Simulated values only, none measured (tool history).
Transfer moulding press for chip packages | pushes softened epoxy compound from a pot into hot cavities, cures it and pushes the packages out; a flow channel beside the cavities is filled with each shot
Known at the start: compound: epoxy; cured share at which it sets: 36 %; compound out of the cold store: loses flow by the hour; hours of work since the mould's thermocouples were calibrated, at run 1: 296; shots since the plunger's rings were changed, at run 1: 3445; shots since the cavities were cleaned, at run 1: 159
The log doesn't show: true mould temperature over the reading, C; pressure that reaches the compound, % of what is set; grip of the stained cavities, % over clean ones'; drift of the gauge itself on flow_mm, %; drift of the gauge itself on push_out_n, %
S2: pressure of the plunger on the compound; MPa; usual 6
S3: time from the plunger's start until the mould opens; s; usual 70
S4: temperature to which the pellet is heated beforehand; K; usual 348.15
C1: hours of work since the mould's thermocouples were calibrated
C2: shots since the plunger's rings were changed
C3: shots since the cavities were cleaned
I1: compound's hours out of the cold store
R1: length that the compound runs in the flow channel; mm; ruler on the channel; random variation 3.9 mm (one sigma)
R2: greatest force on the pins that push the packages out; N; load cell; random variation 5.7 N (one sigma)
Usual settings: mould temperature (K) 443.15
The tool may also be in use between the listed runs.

run 1 hour=0.0 | mould_temperature_(K)=443.15 S2=6 S3=70 S4=348.15 | C1=296 C2=3445 C3=159 | I1=39.9 | R1=454 R2=248
run 2 hour=12.5 | mould_temperature_(K)=443.15 S2=6 S3=70 S4=348.15 | C1=303 C2=3601 C3=315 | I1=11.4 | R1=540 R2=295
-- hour=17.3 plunger's sealing rings changed
run 3 hour=34.7 | mould_temperature_(K)=443.15 S2=6 S3=70 S4=353.15 | C1=315 C2=217 C3=561 | I1=22.6 | R1=528 R2=337
run 4 hour=52.8 | mould_temperature_(K)=443.15 S2=6 S3=70 S4=350.15 | C1=326 C2=443 C3=787 | I1=15.0 | R1=552 R2=378
-- hour=74.3 cavities cleaned with cleaning compound and waxed
run 5 hour=80.0 | mould_temperature_(K)=443.15 S2=6 S3=70 S4=350.15 | C1=341 C2=765 C3=73 | I1=12.2 | R1=559 R2=234
run 6 hour=94.0 | mould_temperature_(K)=443.15 S2=6 S3=56 S4=350.15 | C1=350 C2=939 C3=247 | I1=40.8 | R1=472 R2=374
run 7 hour=114.1 | mould_temperature_(K)=443.15 S2=6 S3=56 S4=344.15 | C1=362 C2=1190 C3=498 | I1=31.2 | R1=496 R2=432
run 8 hour=130.4 | mould_temperature_(K)=443.15 S2=6 S3=56 S4=344.15 | C1=371 C2=1393 C3=701 | I1=35.2 | R1=490 R2=476
-- hour=134.5 mould's thermocouples calibrated
run 9 hour=150.9 | mould_temperature_(K)=443.15 S2=6 S3=70 S4=348.15 | C1=10 C2=1624 C3=932 | I1=35.4 | R1=482 R2=348
-- hour=159.2 cavities cleaned with cleaning compound and waxed
run 10 hour=173.5 | mould_temperature_(K)=443.15 S2=6 S3=70 S4=348.15 | C1=22 C2=1887 C3=178 | I1=41.6 | R1=458 R2=252
run 11 hour=191.4 | mould_temperature_(K)=443.15 S2=6 S3=70 S4=348.15 | C1=33 C2=2111 C3=402 | I1=38.1 | R1=473 R2=308
run 12 hour=218.4 | mould_temperature_(K)=443.15 S2=6 S3=70 S4=348.15 | C1=49 C2=2448 C3=739 | I1=26.6 | R1=495 R2=345
run 13 hour=237.5 | mould_temperature_(K)=443.15 S2=6 S3=70 S4=348.15 | C1=60 C2=2687 C3=978 | I1=34.3 | R1=475 R2=359

Forecast run 14:
-- hour=242.0 cavities cleaned with cleaning compound and waxed
-- hour=269.8 mould's thermocouples calibrated, once more
run 14 hour=270.1 | mould_temperature_(K)=443.15 S2=6 S3=70 S4=348.15 | C1=0 C2=3049 C3=325 | I1=33.6 | R1=? R2=?

R1: 475 mm
R2: 278 N
Without the tool's hidden state the same run would have given R1 496 mm, R2 195 N.
